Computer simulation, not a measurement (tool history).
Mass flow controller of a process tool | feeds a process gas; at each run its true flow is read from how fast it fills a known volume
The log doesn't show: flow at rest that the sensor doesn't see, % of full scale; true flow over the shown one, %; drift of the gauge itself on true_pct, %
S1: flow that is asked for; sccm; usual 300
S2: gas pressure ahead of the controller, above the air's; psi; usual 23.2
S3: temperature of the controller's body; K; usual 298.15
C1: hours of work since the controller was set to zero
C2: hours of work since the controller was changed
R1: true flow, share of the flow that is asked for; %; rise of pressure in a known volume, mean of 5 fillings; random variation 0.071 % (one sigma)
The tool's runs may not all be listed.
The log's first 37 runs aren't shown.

run,hour,S1,S2,S3,C1,C2,R1
38,12217.1,300,27.7,298.15,3733,12007,96.99
39,12454.4,432,38.6,297.15,3845,12119,97.58
40,12849.6,432,38.6,297.15,4032,12306,97.39
41,13077.4,432,38.6,297.15,4139,12414,97.45
42,13421.2,128,36,312.15,4302,12576,92.71
43,13787.4,53,28.9,298.15,4475,12749,89.56
44,13993.6,53,40.5,310.15,4573,12847,87.78
45,14394,89,23.2,298.15,4762,13036,92.57
46,14610.3,202,38.7,299.15,4864,13138,94.95
47,14899.7,313,23.2,298.15,5001,13275,96.62

3 ways to go on from here, each from the tool as it stands after run 47. What would each give?
A,15262.6,313,34.8,294.15,5172,13447,?
B,15262.6,300,21.9,298.15,5172,13447,?
C,15262.6,271,23.2,302.15,5172,13447,?

run,R1
A,96.7
B,96.41
C,95.75
Without the tool's hidden state the same runs would have given:
run,R1
A,99.75
B,99.51
C,99.03
